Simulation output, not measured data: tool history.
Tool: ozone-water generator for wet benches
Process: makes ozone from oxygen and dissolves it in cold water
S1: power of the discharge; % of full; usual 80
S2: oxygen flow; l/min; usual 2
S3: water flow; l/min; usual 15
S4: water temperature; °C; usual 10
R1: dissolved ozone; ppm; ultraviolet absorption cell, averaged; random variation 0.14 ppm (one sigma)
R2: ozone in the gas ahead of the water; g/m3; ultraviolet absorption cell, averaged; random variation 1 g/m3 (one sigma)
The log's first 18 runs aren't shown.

run 19 day=38.358 | S1=52 S2=2 S3=20 S4=10 | R1=7.8 R2=121.8
run 20 day=39.7 | S1=52 S2=2 S3=20 S4=10 | R1=7.6 R2=122.5
run 21 day=41.908 | S1=62 S2=2.04 S3=19 S4=17 | R1=9.4 R2=145.1
run 22 day=43.388 | S1=80 S2=1.17 S3=15 S4=10 | R1=12.6 R2=231.6
run 23 day=45.212 | S1=56 S2=1.57 S3=13 S4=18 | R1=11.2 R2=147.1
run 24 day=47.825 | S1=80 S2=3.06 S3=15 S4=10 | R1=17.5 R2=157.8
run 25 day=50.758 | S1=80 S2=3.06 S3=15 S4=10 | R1=17.5 R2=156
run 26 day=52 | S1=80 S2=3.06 S3=15 S4=10 | R1=17.6 R2=156.2
run 27 day=54.404 | S1=80 S2=2 S3=13 S4=6 | R1=18.4 R2=187.1
run 28 day=55.8 | S1=70 S2=1.5 S3=13 S4=6 | R1=14.7 R2=186
run 29 day=58.617 | S1=70 S2=1.5 S3=13 S4=6 | R1=14.5 R2=188
run 30 day=61.471 | S1=100 S2=1.35 S3=13 S4=7 | R1=19.5 R2=271.4
run 31 day=63.708 | S1=54 S2=2 S3=18 S4=11 | R1=9 R2=131
run 32 day=64.904 | S1=54 S2=2.79 S3=11 S4=9 | R1=15.4 R2=112.3

3 ways to go on from here, each from the tool as it stands after run 32. What would each give?
run A day=67 | S1=54 S2=2.72 S3=13 S4=7 | R1=? R2=?
run B day=67 | S1=48 S2=2.79 S3=12 S4=10 | R1=? R2=?
run C day=67 | S1=54 S2=2.79 S3=14 S4=9 | R1=? R2=?

run=A R1=13.8 R2=114.6
run=B R1=13 R2=102.7
run=C R1=12.8 R2=114.2
Without the tool's hidden state the same runs would have given:
run=A R1=13.8 R2=109.9
run=B R1=13 R2=98.6
run=C R1=12.8 R2=109.6
